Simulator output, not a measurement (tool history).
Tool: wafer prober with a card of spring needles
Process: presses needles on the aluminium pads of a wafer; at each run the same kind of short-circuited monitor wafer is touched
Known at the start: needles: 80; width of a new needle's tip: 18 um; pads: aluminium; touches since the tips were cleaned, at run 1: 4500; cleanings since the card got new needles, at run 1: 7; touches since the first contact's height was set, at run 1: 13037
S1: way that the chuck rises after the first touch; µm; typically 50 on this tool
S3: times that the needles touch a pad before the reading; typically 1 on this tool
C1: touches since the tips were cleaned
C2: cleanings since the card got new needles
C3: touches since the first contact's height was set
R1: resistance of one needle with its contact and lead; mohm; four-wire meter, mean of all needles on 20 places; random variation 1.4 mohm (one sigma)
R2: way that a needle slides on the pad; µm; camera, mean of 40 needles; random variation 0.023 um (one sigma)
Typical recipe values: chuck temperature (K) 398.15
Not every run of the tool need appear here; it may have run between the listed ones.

run 1 hour=0 | S1=50 chuck_temperature_(K)=398.15 S3=1 | C1=4500 C2=7 C3=13037 | R1=182 R2=11.9
-- hour=13.4 tips cleaned on abrasive film
run 2 hour=15 | S1=50 chuck_temperature_(K)=398.15 S3=1 | C1=489 C2=8 C3=17721 | R1=143 R2=11.9
run 3 hour=25.9 | S1=50 chuck_temperature_(K)=398.15 S3=1 | C1=3926 C2=8 C3=21158 | R1=181 R2=11.9
run 4 hour=36.5 | S1=50 chuck_temperature_(K)=398.15 S3=1 | C1=7257 C2=8 C3=24489 | R1=195 R2=11.86
-- hour=41.2 tips cleaned on abrasive film
run 5 hour=42.9 | S1=50 chuck_temperature_(K)=398.15 S3=1 | C1=538 C2=9 C3=26486 | R1=142 R2=11.87
run 6 hour=57.4 | S1=50 chuck_temperature_(K)=398.15 S3=1 | C1=5074 C2=9 C3=31022 | R1=186 R2=11.86
-- hour=69.4 tips cleaned on abrasive film
run 7 hour=70.7 | S1=50 chuck_temperature_(K)=398.15 S3=1 | C1=426 C2=10 C3=35192 | R1=141 R2=11.84
run 8 hour=83.3 | S1=50 chuck_temperature_(K)=398.15 S3=1 | C1=4378 C2=10 C3=39144 | R1=182 R2=11.83
-- hour=96.7 tips cleaned on abrasive film
run 9 hour=96.7 | S1=50 chuck_temperature_(K)=398.15 S3=1 | C1=0 C2=11 C3=43348 | R1=134 R2=11.87
run 10 hour=103.2 | S1=31 chuck_temperature_(K)=398.15 S3=1 | C1=2026 C2=11 C3=45374 | R1=228 R2=7.32
run 11 hour=109.6 | S1=50 chuck_temperature_(K)=398.15 S3=1 | C1=4048 C2=11 C3=47396 | R1=181 R2=11.84
run 12 hour=123.8 | S1=46 chuck_temperature_(K)=398.15 S3=1 | C1=8508 C2=11 C3=51856 | R1=219 R2=10.92
-- hour=124.5 tips cleaned on abrasive film
run 13 hour=130.8 | S1=47 chuck_temperature_(K)=398.15 S3=1 | C1=1963 C2=12 C3=54027 | R1=161 R2=11.08
run 14 hour=140.1 | S1=47 chuck_temperature_(K)=398.15 S3=1 | C1=4890 C2=12 C3=56954 | R1=197 R2=11.13
run 15 hour=150.2 | S1=47 chuck_temperature_(K)=398.15 S3=1 | C1=8088 C2=12 C3=60152 | R1=210 R2=11.05
-- hour=152.5 tips cleaned on abrasive film
-- hour=157.4 height of the first contact set anew
run 16 hour=163.8 | S1=50 chuck_temperature_(K)=398.15 S3=1 | C1=3450 C2=13 C3=2017 | R1=176 R2=11.94
run 17 hour=176.3 | S1=50 chuck_temperature_(K)=398.15 S3=1 | C1=7410 C2=13 C3=5977 | R1=194 R2=11.94
-- hour=180.9 tips cleaned on abrasive film
run 18 hour=185.8 | S1=50 chuck_temperature_(K)=304.15 S3=2 | C1=1531 C2=14 C3=8909 | R1=132 R2=11.92
run 19 hour=193 | S1=50 chuck_temperature_(K)=309.15 S3=3 | C1=3797 C2=14 C3=11175 | R1=132 R2=11.93
run 20 hour=200.2 | S1=37 chuck_temperature_(K)=398.15 S3=1 | C1=6084 C2=14 C3=13462 | R1=248 R2=8.83
-- hour=208.5 tips cleaned on abrasive film
run 21 hour=213.8 | S1=45 chuck_temperature_(K)=311.15 S3=2 | C1=1670 C2=15 C3=17691 | R1=139 R2=10.78
run 22 hour=222.6 | S1=39 chuck_temperature_(K)=398.15 S3=1 | C1=4442 C2=15 C3=20463 | R1=223 R2=9.29
-- hour=236.3 tips cleaned on abrasive film
run 23 hour=237.3 | S1=39 chuck_temperature_(K)=398.15 S3=1 | C1=320 C2=16 C3=25075 | R1=152 R2=9.29
run 24 hour=247.8 | S1=50 chuck_temperature_(K)=398.15 S3=2 | C1=3593 C2=16 C3=28348 | R1=156 R2=11.9
run 25 hour=258.6 | S1=50 chuck_temperature_(K)=354.15 S3=1 | C1=7009 C2=16 C3=31764 | R1=197 R2=11.86

Expected results for the next run?
-- hour=263.6 tips cleaned on abrasive film
run 26 hour=270.4 | S1=50 chuck_temperature_(K)=398.15 S3=1 | C1=2127 C2=17 C3=35433 | R1=? R2=?

{"run 26": {"R1": 160, "R2": 11.89}}
Take away the tool's hidden state, keep the run-to-run variation as it was, and the same run would have given R1 123 mohm, R2 11.96 µm.
